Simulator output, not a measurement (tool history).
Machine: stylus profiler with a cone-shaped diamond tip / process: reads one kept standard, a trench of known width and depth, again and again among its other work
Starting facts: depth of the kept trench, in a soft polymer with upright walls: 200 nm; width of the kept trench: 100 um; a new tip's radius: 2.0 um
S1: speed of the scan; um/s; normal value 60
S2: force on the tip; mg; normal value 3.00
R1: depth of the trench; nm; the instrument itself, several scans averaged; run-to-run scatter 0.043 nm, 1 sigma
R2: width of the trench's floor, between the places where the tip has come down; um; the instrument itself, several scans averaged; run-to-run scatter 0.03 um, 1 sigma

run	hour	S1	S2	R1	R2
1	0.0	60	3.00	200.78	96.92
2	22.1	60	3.00	200.79	96.86
3	51.0	60	3.00	200.80	96.80
4	66.1	149	3.00	200.77	96.60
5	87.4	149	3.00	200.77	96.61
6	112.1	60	8.32	202.26	96.83
7	142.3	60	8.32	202.19	96.80
8	166.4	60	8.32	202.21	96.84
9	188.2	60	8.32	202.30	96.75
10	206.7	60	8.32	202.26	96.80
11	237.0	60	8.32	202.25	96.76
12	258.6	60	8.32	202.21	96.67
# hour 266.0: new tip fitted, height scale calibrated
13	283.9	60	8.76	203.23	98.12
14	315.4	37	3.00	201.58	98.06
15	334.4	47	7.09	202.80	98.10
16	364.2	62	2.78	201.47	97.95
17	378.1	62	3.32	201.63	97.95
18	398.2	62	3.32	201.64	97.88
19	422.5	26	3.32	201.63	97.98

What if the next run were any one of these 5? Each begins from the tool's condition after run 19:
A	436.6	54	3.68	?	?
B	436.6	58	1.93	?	?
C	436.6	21	4.47	?	?
D	436.6	16	3.32	?	?
E	436.6	91	1.87	?	?

run	R1	R2
A	201.78	97.84
B	201.11	97.83
C	202.06	97.94
D	201.67	97.96
E	201.11	97.66
Without the tool's unlogged condition, the same runs would have read:
run	R1	R2
A	201.85	98.10
B	201.18	98.09
C	202.13	98.20
D	201.74	98.21
E	201.18	97.92

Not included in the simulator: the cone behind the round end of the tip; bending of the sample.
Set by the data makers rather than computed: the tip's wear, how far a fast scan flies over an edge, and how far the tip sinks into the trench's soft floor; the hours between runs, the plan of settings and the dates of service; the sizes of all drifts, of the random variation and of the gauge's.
